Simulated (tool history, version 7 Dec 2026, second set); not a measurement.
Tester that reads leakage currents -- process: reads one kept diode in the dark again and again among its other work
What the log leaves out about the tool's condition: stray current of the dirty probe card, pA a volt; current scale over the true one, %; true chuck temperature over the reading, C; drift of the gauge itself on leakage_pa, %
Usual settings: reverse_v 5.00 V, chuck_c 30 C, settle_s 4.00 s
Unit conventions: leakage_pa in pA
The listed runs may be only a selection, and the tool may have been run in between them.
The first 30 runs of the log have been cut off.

run	hour	reverse_v	chuck_c	settle_s	hours of work since the probe card was cleaned	hours of work since the tester was calibrated	hours of work since the chuck was calibrated	leakage_pa
31	677.4	5.60	23	0.87	551	1978	1849	171.68
32	701.9	5.60	23	0.87	562	1988	1860	171.68
33	728.1	1.76	34	0.41	573	1999	1871	268.80
34	747.1	11.90	49	0.90	581	2008	1879	2212.99
35	762.8	11.84	27	3.37	588	2014	1886	345.23
36	792.8	2.41	56	1.48	601	2027	1899	1833.06
37	807.7	2.15	34	2.16	607	2034	1905	295.10
38	830.0	5.00	20	8.40	617	2043	1915	122.09
39	849.0	5.00	20	8.40	625	2051	1923	122.19
40	879.0	1.45	49	2.18	638	2064	1936	845.98
41	908.7	5.00	37	6.56	651	2077	1949	558.15

3 options for the next run, each taken on its own from the tool as it stands now. Forecast them:
A	925.7	3.00	37	0.38	658	2084	1956	?
B	925.7	4.15	35	0.86	658	2084	1956	?
C	925.7	5.00	53	7.98	658	2084	1956	?

run	leakage_pa
A	442.60
B	434.76
C	2036.74
With the hidden condition removed and each run's random variation left untouched, the same runs would have given:
run	leakage_pa
A	442.15
B	434.30
C	2034.79

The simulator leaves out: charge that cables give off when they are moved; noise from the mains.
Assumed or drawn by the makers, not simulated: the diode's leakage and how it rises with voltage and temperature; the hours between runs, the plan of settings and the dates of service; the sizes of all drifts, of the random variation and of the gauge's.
